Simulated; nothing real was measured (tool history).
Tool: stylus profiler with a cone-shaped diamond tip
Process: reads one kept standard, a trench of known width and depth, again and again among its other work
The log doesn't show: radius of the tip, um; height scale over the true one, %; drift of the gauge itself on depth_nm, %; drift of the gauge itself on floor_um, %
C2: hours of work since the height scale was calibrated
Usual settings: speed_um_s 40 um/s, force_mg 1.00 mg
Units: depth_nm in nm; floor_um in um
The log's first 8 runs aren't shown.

{"run": 9, "hour": 696.6, "speed_um_s": 61, "force_mg": 1.0, "scans with this tip": 6574, "C2": 1276, "depth_nm": 200.85, "floor_um": 15.61}
{"run": 10, "hour": 811.3, "speed_um_s": 40, "force_mg": 1.0, "scans with this tip": 6848, "C2": 1329, "depth_nm": 200.74, "floor_um": 15.81}
{"run": 11, "hour": 861.4, "speed_um_s": 40, "force_mg": 0.43, "scans with this tip": 6968, "C2": 1353, "depth_nm": 200.15, "floor_um": 15.61}
{"run": 12, "hour": 948.7, "speed_um_s": 40, "force_mg": 0.43, "scans with this tip": 7177, "C2": 1393, "depth_nm": 200.13, "floor_um": 15.63}
{"run": 13, "hour": 1031.9, "speed_um_s": 40, "force_mg": 0.43, "scans with this tip": 7376, "C2": 1432, "depth_nm": 200.28, "floor_um": 15.62}
{"run": 14, "hour": 1124.9, "speed_um_s": 40, "force_mg": 1.0, "scans with this tip": 7598, "C2": 1475, "depth_nm": 200.75, "floor_um": 15.72}
{"run": 15, "hour": 1196.6, "speed_um_s": 40, "force_mg": 1.0, "scans with this tip": 7769, "C2": 1508, "depth_nm": 200.58, "floor_um": 15.73}
{"run": 16, "hour": 1287.5, "speed_um_s": 19, "force_mg": 1.0, "scans with this tip": 7987, "C2": 1550, "depth_nm": 200.61, "floor_um": 15.9}
{"hour": 1360.8, "done": "new tip fitted, height scale calibrated"}
{"run": 17, "hour": 1390.8, "speed_um_s": 119, "force_mg": 1.19, "scans with this tip": 72, "C2": 14, "depth_nm": 201.43, "floor_um": 16.17}
{"run": 18, "hour": 1498.2, "speed_um_s": 119, "force_mg": 1.19, "scans with this tip": 329, "C2": 64, "depth_nm": 201.57, "floor_um": 16.15}
{"run": 19, "hour": 1577.7, "speed_um_s": 119, "force_mg": 1.19, "scans with this tip": 519, "C2": 101, "depth_nm": 201.31, "floor_um": 16.09}
{"run": 20, "hour": 1670.4, "speed_um_s": 123, "force_mg": 0.74, "scans with this tip": 741, "C2": 144, "depth_nm": 200.97, "floor_um": 15.73}
{"run": 21, "hour": 1743.4, "speed_um_s": 82, "force_mg": 2.58, "scans with this tip": 915, "C2": 178, "depth_nm": 202.39, "floor_um": 16.56}
{"run": 22, "hour": 1821.2, "speed_um_s": 82, "force_mg": 2.58, "scans with this tip": 1101, "C2": 214, "depth_nm": 202.47, "floor_um": 16.52}
{"run": 23, "hour": 1882.7, "speed_um_s": 64, "force_mg": 2.07, "scans with this tip": 1248, "C2": 242, "depth_nm": 202.1, "floor_um": 16.58}
{"run": 24, "hour": 1965.5, "speed_um_s": 149, "force_mg": 2.07, "scans with this tip": 1446, "C2": 281, "depth_nm": 202.06, "floor_um": 15.98}
{"run": 25, "hour": 2015.8, "speed_um_s": 15, "force_mg": 1.83, "scans with this tip": 1566, "C2": 304, "depth_nm": 201.86, "floor_um": 16.87}
{"run": 26, "hour": 2071.9, "speed_um_s": 15, "force_mg": 1.83, "scans with this tip": 1701, "C2": 330, "depth_nm": 201.89, "floor_um": 16.81}
{"run": 27, "hour": 2142.6, "speed_um_s": 110, "force_mg": 0.58, "scans with this tip": 1870, "C2": 363, "depth_nm": 200.72, "floor_um": 15.54}
{"run": 28, "hour": 2240.6, "speed_um_s": 119, "force_mg": 1.42, "scans with this tip": 2104, "C2": 408, "depth_nm": 201.48, "floor_um": 15.91}
{"run": 29, "hour": 2289.6, "speed_um_s": 95, "force_mg": 0.67, "scans with this tip": 2221, "C2": 431, "depth_nm": 200.9, "floor_um": 15.77}
{"run": 30, "hour": 2355.2, "speed_um_s": 24, "force_mg": 1.36, "scans with this tip": 2378, "C2": 462, "depth_nm": 201.41, "floor_um": 16.63}
{"run": 31, "hour": 2419.6, "speed_um_s": 53, "force_mg": 0.56, "scans with this tip": 2532, "C2": 491, "depth_nm": 200.68, "floor_um": 16.13}
{"run": 32, "hour": 2523.1, "speed_um_s": 38, "force_mg": 2.02, "scans with this tip": 2780, "C2": 540, "depth_nm": 201.95, "floor_um": 16.51}

Forecast each of these 5 alternatives for the next run:
{"run": "A", "hour": 2576.9, "speed_um_s": 11, "force_mg": 0.93, "scans with this tip": 2908, "C2": 565, "depth_nm": "?", "floor_um": "?"}
{"run": "B", "hour": 2576.9, "speed_um_s": 38, "force_mg": 1.35, "scans with this tip": 2908, "C2": 565, "depth_nm": "?", "floor_um": "?"}
{"run": "C", "hour": 2576.9, "speed_um_s": 22, "force_mg": 0.38, "scans with this tip": 2908, "C2": 565, "depth_nm": "?", "floor_um": "?"}
{"run": "D", "hour": 2576.9, "speed_um_s": 26, "force_mg": 2.92, "scans with this tip": 2908, "C2": 565, "depth_nm": "?", "floor_um": "?"}
{"run": "E", "hour": 2576.9, "speed_um_s": 38, "force_mg": 0.51, "scans with this tip": 2908, "C2": 565, "depth_nm": "?", "floor_um": "?"}

run=A depth_nm=201.08 floor_um=16.64
run=B depth_nm=201.41 floor_um=16.40
run=C depth_nm=200.57 floor_um=16.43
run=D depth_nm=202.64 floor_um=16.60
run=E depth_nm=200.80 floor_um=16.20
Without the tool's hidden state the same runs would have given:
run=A depth_nm=201.31 floor_um=17.10
run=B depth_nm=201.63 floor_um=16.86
run=C depth_nm=200.80 floor_um=16.90
run=D depth_nm=202.88 floor_um=17.07
run=E depth_nm=201.03 floor_um=16.66

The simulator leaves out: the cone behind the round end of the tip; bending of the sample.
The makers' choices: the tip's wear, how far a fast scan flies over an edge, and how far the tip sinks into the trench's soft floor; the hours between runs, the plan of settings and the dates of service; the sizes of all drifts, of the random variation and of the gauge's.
